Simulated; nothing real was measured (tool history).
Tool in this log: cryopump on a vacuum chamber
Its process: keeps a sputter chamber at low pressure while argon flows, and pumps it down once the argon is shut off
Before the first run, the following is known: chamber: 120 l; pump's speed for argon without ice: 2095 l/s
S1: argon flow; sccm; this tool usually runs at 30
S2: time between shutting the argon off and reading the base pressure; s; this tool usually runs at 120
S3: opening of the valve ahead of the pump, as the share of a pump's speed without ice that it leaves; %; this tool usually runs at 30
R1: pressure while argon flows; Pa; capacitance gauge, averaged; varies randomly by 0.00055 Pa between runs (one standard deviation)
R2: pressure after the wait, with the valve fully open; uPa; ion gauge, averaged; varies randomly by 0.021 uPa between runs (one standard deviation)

Run 1, hour 0.0: usual settings. Result: R1 0.0806 Pa, R2 1.85 uPa.
Run 2, hour 16.3: usual settings. Result: R1 0.0821 Pa, R2 1.90 uPa.
Run 3, hour 28.1: usual settings. Result: R1 0.0824 Pa, R2 1.88 uPa.
Run 4, hour 51.5: usual settings but S3 35 %. Result: R1 0.0706 Pa, R2 1.94 uPa.
Run 5, hour 69.4: usual settings but S3 35 %. Result: R1 0.0705 Pa, R2 1.92 uPa.
Run 6, hour 93.0: usual settings but S3 35 %. Result: R1 0.0707 Pa, R2 1.91 uPa.
Run 7, hour 110.3: usual settings. Result: R1 0.0818 Pa, R2 1.95 uPa.
Run 8, hour 130.2: usual settings but S3 29 %. Result: R1 0.0859 Pa, R2 1.98 uPa.
Run 9, hour 142.0: usual settings but S3 29 %. Result: R1 0.0859 Pa, R2 1.97 uPa.
Run 10, hour 157.3: usual settings. Result: R1 0.0819 Pa, R2 1.97 uPa.
Run 11, hour 180.5: usual settings. Result: R1 0.0835 Pa, R2 1.97 uPa.
Run 12, hour 201.7: usual settings. Result: R1 0.0832 Pa, R2 2.09 uPa.
Run 13, hour 224.8: usual settings but S2 135 s. Result: R1 0.0827 Pa, R2 1.99 uPa.

Run 14 comes next. What will it give?
Run 14, hour 241.9: usual settings but S1 23 sccm, S2 71 s, S3 45 %. Result: R1 ?, R2 ?.

R1: 0.0429 Pa
R2: 2.20 uPa
Take away the tool's hidden state, keep the run-to-run variation as it was, and the same run would have given R1 0.0412 Pa, R2 0.48 uPa.

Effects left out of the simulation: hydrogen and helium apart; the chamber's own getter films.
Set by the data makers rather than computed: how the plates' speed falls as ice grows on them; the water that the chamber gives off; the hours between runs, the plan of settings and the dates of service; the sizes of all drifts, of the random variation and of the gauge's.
